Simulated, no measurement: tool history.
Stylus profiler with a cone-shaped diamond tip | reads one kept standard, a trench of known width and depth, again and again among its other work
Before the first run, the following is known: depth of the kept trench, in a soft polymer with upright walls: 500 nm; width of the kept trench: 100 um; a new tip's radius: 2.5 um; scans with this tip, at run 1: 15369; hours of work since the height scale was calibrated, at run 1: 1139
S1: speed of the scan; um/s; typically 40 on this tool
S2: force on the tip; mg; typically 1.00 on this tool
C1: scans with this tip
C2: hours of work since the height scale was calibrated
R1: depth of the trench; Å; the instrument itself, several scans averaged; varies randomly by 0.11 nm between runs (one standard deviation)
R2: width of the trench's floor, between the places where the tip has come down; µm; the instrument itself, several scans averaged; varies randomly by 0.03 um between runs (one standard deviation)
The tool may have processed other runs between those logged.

Run 1, hour 0.0: usual settings; C1 15369; C2 1139. Result: R1 5031.8 Å, R2 94.92 µm.
Run 2, hour 38.8: usual settings; C1 15683; C2 1162. Result: R1 5029.6 Å, R2 94.89 µm.
Run 3, hour 79.3: usual settings; C1 16011; C2 1186. Result: R1 5031.1 Å, R2 94.85 µm.
Run 4, hour 129.5: usual settings; C1 16417; C2 1217. Result: R1 5029.6 Å, R2 94.77 µm.
At hour 135.3: height scale calibrated on a step standard.
At hour 164.9: new tip fitted, height scale calibrated.
Run 5, hour 171.2: usual settings; C1 51; C2 4. Result: R1 5039.3 Å, R2 96.88 µm.
Run 6, hour 199.9: usual settings; C1 283; C2 21. Result: R1 5039.7 Å, R2 96.84 µm.
Run 7, hour 246.0: usual settings; C1 657; C2 49. Result: R1 5041.2 Å, R2 96.76 µm.
Run 8, hour 302.8: usual settings but S1 32 um/s, S2 2.18 mg; C1 1117; C2 83. Result: R1 5065.3 Å, R2 96.72 µm.
Run 9, hour 334.2: usual settings but S1 41 um/s, S2 0.84 mg; C1 1371; C2 102. Result: R1 5034.9 Å, R2 96.61 µm.
Run 10, hour 395.4: usual settings but S1 41 um/s, S2 0.84 mg; C1 1867; C2 138. Result: R1 5032.8 Å, R2 96.58 µm.
Run 11, hour 426.6: usual settings but S1 25 um/s, S2 2.10 mg; C1 2120; C2 157. Result: R1 5062.4 Å, R2 96.53 µm.
Run 12, hour 462.1: usual settings but S1 33 um/s, S2 2.04 mg; C1 2407; C2 178. Result: R1 5062.4 Å, R2 96.44 µm.

Predict each of these 3 candidate next runs independently; none follows another, all start after run 12:
Run A, hour 520.7: usual settings but S1 99 um/s, S2 1.13 mg; C1 2882; C2 214. Result: R1 ?, R2 ?.
Run B, hour 520.7: usual settings but S1 26 um/s, S2 1.62 mg; C1 2882; C2 214. Result: R1 ?, R2 ?.
Run C, hour 520.7: usual settings but S1 121 um/s, S2 1.20 mg; C1 2882; C2 214. Result: R1 ?, R2 ?.

run      R1     R2
  A  5042.2  96.24
  B  5051.0  96.40
  C  5043.5  96.15
Stripped of hidden state, with their random variation kept, the same runs would have yielded:
run      R1     R2
  A  5041.6  96.72
  B  5050.4  96.88
  C  5043.0  96.63

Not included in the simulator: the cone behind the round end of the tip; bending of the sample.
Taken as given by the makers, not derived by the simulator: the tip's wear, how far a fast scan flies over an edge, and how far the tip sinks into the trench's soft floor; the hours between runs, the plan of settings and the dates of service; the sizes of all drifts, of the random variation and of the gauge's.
